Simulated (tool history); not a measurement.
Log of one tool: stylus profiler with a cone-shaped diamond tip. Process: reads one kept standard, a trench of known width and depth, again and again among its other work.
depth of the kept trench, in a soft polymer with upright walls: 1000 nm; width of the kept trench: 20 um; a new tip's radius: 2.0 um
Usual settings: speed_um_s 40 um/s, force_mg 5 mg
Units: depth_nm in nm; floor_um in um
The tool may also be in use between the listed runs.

{"run": 1, "hour": 0.0, "speed_um_s": 40, "force_mg": 5, "depth_nm": 1009.45, "floor_um": 16.25}
{"run": 2, "hour": 47.8, "speed_um_s": 40, "force_mg": 5, "depth_nm": 1009.04, "floor_um": 16.17}
{"run": 3, "hour": 78.9, "speed_um_s": 40, "force_mg": 5, "depth_nm": 1008.73, "floor_um": 16.25}
{"run": 4, "hour": 130.9, "speed_um_s": 40, "force_mg": 5, "depth_nm": 1008.58, "floor_um": 16.13}
{"hour": 134.6, "done": "height scale calibrated on a step standard"}
{"run": 5, "hour": 179.4, "speed_um_s": 40, "force_mg": 5, "depth_nm": 1008.77, "floor_um": 16.21}
{"run": 6, "hour": 229.4, "speed_um_s": 40, "force_mg": 4.92, "depth_nm": 1008.43, "floor_um": 16.12}
{"run": 7, "hour": 266.0, "speed_um_s": 47, "force_mg": 5, "depth_nm": 1008.85, "floor_um": 16.09}
{"run": 8, "hour": 301.9, "speed_um_s": 47, "force_mg": 5, "depth_nm": 1008.65, "floor_um": 16.1}
{"run": 9, "hour": 331.4, "speed_um_s": 47, "force_mg": 5, "depth_nm": 1008.32, "floor_um": 16.03}
{"run": 10, "hour": 375.2, "speed_um_s": 35, "force_mg": 13.82, "depth_nm": 1017.43, "floor_um": 16.06}
{"run": 11, "hour": 410.2, "speed_um_s": 35, "force_mg": 13.82, "depth_nm": 1017.56, "floor_um": 16.05}

Measured less the same run without the tool's hidden state. The same run-to-run variation is in both; the gauge's scatter may not be:
The hidden state here: radius of the tip, um; height scale over the true one, %; drift of the gauge itself on depth_nm, %; drift of the gauge itself on floor_um, %.
run=1 depth_nm=-0.5 floor_um=-0.21
run=2 depth_nm=-0.6 floor_um=-0.24
run=3 depth_nm=-0.68 floor_um=-0.26
run=4 depth_nm=-0.8 floor_um=-0.3
run=5 depth_nm=-0.99 floor_um=-0.32
run=6 depth_nm=-1.1 floor_um=-0.35
run=7 depth_nm=-1.18 floor_um=-0.38
run=8 depth_nm=-1.26 floor_um=-0.4
run=9 depth_nm=-1.32 floor_um=-0.41
run=10 depth_nm=-1.44 floor_um=-0.44
run=11 depth_nm=-1.52 floor_um=-0.46
